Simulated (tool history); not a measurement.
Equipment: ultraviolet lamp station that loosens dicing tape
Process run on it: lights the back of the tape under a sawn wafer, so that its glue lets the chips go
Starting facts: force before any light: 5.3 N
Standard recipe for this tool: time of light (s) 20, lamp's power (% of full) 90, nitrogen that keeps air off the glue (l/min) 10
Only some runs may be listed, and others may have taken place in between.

run   hour  time of light (s)  lamp's power (% of full)  nitrogen that keeps air off the glue (l/min)  force that peels the tape off (N)  light that reached the tape (mJ/cm2)
  1      0                 20                        90                                            10                              0.545                                   610
  2   25.6                 35                        90                                            10                              0.185                                  1064
  3     46                 35                        90                                            10                              0.183                                  1069
  4   69.5                 20                        90                                            10                              0.548                                   610
  5     93                 20                        90                                            10                              0.552                                   612
  6  118.2                 20                        90                                            10                              0.522                                   613
  7  133.9                 20                        90                                            13                              0.452                                   607
  8  164.2                 20                        60                                            13                              0.961                                   408
  9  187.3                 20                        60                                            13                              0.987                                   408
 10  208.7                 20                        90                                             5                               0.84                                   625
 11  223.5                 20                        71                                             5                              1.253                                   487
 12  246.1                 39                        90                                            10                              0.165                                  1184
 13  266.4                 39                        90                                            10                              0.162                                  1189
 14  281.8                 39                        90                                            10                              0.163                                  1201
 15  300.1                 39                        90                                            10                              0.164                                  1208
 16  320.6                 20                        90                                            10                              0.535                                   609
 17  351.5                 20                        90                                            10                              0.515                                   619
     372.9  -- window cleaned of glue's vapour
 18    382                 20                        89                                             4                              0.956                                   610
 19  405.7                 20                        89                                             4                              0.978                                   606
 20    434                 20                        89                                             4                              0.952                                   615
 21  456.2                 20                        89                                             4                               0.95                                   612
 22  472.3                 20                        96                                            10                               0.46                                   666
 23  499.3                 24                        63                                            11                              0.703                                   520
 24  515.4                 16                        90                                             6                              1.047                                   492
 25  543.5                 25                        65                                             6                               0.87                                   559
 26  562.3                 25                        65                                             6                              0.924                                   559
 27  581.9                 25                        65                                             6                              0.866                                   561
 28  604.1                 20                        90                                            16                              0.404                                   621
 29  618.4                 23                        96                                            14                              0.285                                   768
 30  639.7                 31                        74                                            17                              0.238                                   799
 31  663.8                 29                        61                                            16                              0.426                                   606
     685.2  -- gauge calibrated
 32  690.4                 29                        62                                             8                              0.618                                   598
 33  721.2                 29                        89                                             4                              0.495                                   868
 34  738.8                 29                        89                                            10                              0.267                                   866

How would selected steps in light that reached the tape (mJ/cm2) from run to run divide? Give the signed amount a tool lacking its hidden state would still show from settings, what came in and random variation, and the signed amount left for the hidden state, including any gauge scatter that is not in both of the compared results.
Hidden conditions of the tool in this case: lamp's light, % of a new lamp's; light that the window lets through, % of a clean one's; drift of the gauge itself on peel_n, %; drift of the gauge itself on dose_mj_cm2, %.
Run 3 -> 4: time of light (s) 35 -> 20. light that reached the tape (mJ/cm2) -459: hidden state +0, all else -459.
Run 11 -> 12: time of light (s) 20 -> 39, lamp's power (% of full) 71 -> 90, nitrogen that keeps air off the glue (l/min) 5 -> 10. light that reached the tape (mJ/cm2) +697: hidden state +6, all else +691.
Run 15 -> 16: time of light (s) 39 -> 20. light that reached the tape (mJ/cm2) -599: hidden state -6, all else -593.
Run 31 -> 32: lamp's power (% of full) 61 -> 62, nitrogen that keeps air off the glue (l/min) 16 -> 8, gauge calibrated. light that reached the tape (mJ/cm2) -8: hidden state -17, all else +9.
